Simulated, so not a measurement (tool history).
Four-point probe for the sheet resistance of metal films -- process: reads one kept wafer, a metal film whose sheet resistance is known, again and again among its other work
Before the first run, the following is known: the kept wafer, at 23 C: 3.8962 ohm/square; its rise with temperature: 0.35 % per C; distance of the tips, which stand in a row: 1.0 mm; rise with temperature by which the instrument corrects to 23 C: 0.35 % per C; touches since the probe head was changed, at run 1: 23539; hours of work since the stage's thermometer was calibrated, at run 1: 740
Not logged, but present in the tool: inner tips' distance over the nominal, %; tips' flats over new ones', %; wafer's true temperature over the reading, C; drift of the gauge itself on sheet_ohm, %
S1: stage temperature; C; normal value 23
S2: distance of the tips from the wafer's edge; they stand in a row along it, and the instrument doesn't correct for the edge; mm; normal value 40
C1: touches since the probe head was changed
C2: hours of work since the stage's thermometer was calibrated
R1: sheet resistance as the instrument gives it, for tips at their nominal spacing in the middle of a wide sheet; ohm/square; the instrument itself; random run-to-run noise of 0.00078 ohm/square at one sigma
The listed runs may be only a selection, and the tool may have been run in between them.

{"run": 1, "hour": 0.0, "S1": 23, "S2": 40, "C1": 23539, "C2": 740, "R1": 3.897849}
{"run": 2, "hour": 54.3, "S1": 23, "S2": 40, "C1": 25183, "C2": 766, "R1": 3.896386}
{"run": 3, "hour": 90.7, "S1": 23, "S2": 40, "C1": 26286, "C2": 784, "R1": 3.896991}
{"run": 4, "hour": 143.4, "S1": 23, "S2": 40, "C1": 27881, "C2": 809, "R1": 3.896169}
{"run": 5, "hour": 181.3, "S1": 25, "S2": 40, "C1": 29028, "C2": 828, "R1": 3.896599}
{"run": 6, "hour": 230.6, "S1": 25, "S2": 40, "C1": 30523, "C2": 852, "R1": 3.897476}
{"run": 7, "hour": 276.6, "S1": 25, "S2": 40, "C1": 31914, "C2": 874, "R1": 3.897098}
{"run": 8, "hour": 330.8, "S1": 28, "S2": 72, "C1": 33558, "C2": 901, "R1": 3.893638}
{"run": 9, "hour": 373.7, "S1": 28, "S2": 72, "C1": 34858, "C2": 922, "R1": 3.893791}
{"run": 10, "hour": 415.5, "S1": 28, "S2": 72, "C1": 36122, "C2": 942, "R1": 3.896063}

3 ways to go on from here, each from the tool as it stands after run 10. What would each give?
{"run": "A", "hour": 460.9, "S1": 34, "S2": 57, "C1": 37497, "C2": 964, "R1": "?"}
{"run": "B", "hour": 460.9, "S1": 23, "S2": 17, "C1": 37497, "C2": 964, "R1": "?"}
{"run": "C", "hour": 460.9, "S1": 25, "S2": 40, "C1": 37497, "C2": 964, "R1": "?"}

run=A R1=3.894683
run=B R1=3.900489
run=C R1=3.894317
Without the tool's unlogged condition, the same runs would have read:
run=A R1=3.896382
run=B R1=3.902194
run=C R1=3.896019
